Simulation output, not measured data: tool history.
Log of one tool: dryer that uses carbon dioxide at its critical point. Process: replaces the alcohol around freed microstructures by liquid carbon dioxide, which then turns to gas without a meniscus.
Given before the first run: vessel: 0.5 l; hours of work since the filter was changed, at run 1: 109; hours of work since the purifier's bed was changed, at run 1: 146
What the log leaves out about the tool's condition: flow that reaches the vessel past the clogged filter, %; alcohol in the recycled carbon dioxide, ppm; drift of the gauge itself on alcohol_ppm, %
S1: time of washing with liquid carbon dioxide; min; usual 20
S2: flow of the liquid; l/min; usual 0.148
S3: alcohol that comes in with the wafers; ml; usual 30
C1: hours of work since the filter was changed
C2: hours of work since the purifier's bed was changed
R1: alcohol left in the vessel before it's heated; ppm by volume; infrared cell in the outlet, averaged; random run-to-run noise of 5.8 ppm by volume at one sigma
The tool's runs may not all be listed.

run	hour	S1	S2	S3	C1	C2	R1
1	0	20	0.148	30	109	146	273
2	17.6	20	0.148	30	119	156	271
3	57.3	20	0.148	30	143	180	298
4	86.3	20	0.148	30	161	197	295
# hour 110.5: inlet filter changed
5	121.8	20	0.094	30	7	218	1835
6	159	20	0.094	30	29	240	1960
7	183.7	20	0.148	30	44	255	284
8	202.1	20	0.148	30	55	266	278
9	226.1	20	0.148	30	69	280	288
10	252.8	20	0.148	30	85	296	297
11	277.1	20	0.148	30	100	310	316
12	315.6	20	0.148	30	123	333	324
13	335.6	20	0.175	30	134	345	162
14	354.5	20	0.175	30	146	357	171
15	372.2	20	0.148	30	156	367	353
16	390	23	0.148	30	167	378	202
# hour 402.1: inlet filter changed
17	412	16	0.148	30	6	390	717
18	441	31	0.148	30	23	408	101
19	458.6	13	0.148	30	34	418	1598
20	488.8	13	0.148	25	52	436	1363
21	511.7	13	0.148	25	65	450	1401
22	537.4	21	0.148	30	81	465	289
23	569	21	0.148	30	100	484	283
24	603.9	21	0.148	30	121	505	314
25	634.3	20	0.148	25	139	523	327
26	659.7	20	0.148	25	154	538	354
27	683.9	20	0.148	25	168	553	351
# hour 693.8: inlet filter changed
28	723.6	22	0.25	25	18	576	142
29	746.1	20	0.243	74	31	589	152
30	784	15	0.148	100	54	612	3054
31	822.6	15	0.148	100	77	635	3173
32	840.7	15	0.1	89	88	646	11232
33	860.6	15	0.1	89	100	658	11946
34	879.4	29	0.148	78	111	669	218
35	920.1	29	0.148	78	135	693	219
36	949.7	29	0.148	20	153	711	182
# hour 984.1: inlet filter changed
37	984.8	29	0.148	20	0	731	188
# hour 1011.1: purifier's bed changed
38	1013.7	14	0.148	57	16	2	2165
39	1045.1	14	0.172	119	35	20	2238
40	1082.5	14	0.172	119	57	43	2357
41	1102.8	15	0.148	38	69	55	1171
42	1143.1	15	0.148	38	93	79	1222
43	1167.5	15	0.148	38	108	93	1197
44	1198.6	13	0.148	30	126	112	1697
45	1226.4	13	0.148	30	143	129	1708
46	1262.9	31	0.148	30	165	150	56
# hour 1278: inlet filter changed
47	1295.8	20	0.215	72	11	170	73

4 options for the next run, each taken on its own from the tool as it stands now. Forecast them:
A	1321.9	14	0.215	116	26	185	?
B	1321.9	15	0.215	28	26	185	?
C	1321.9	17	0.215	72	26	185	?
D	1321.9	15	0.093	49	26	185	?

run	R1
A	634
B	139
C	146
D	7428
With no hidden state in the tool, these same runs would have given:
run	R1
A	555
B	90
C	96
D	7183
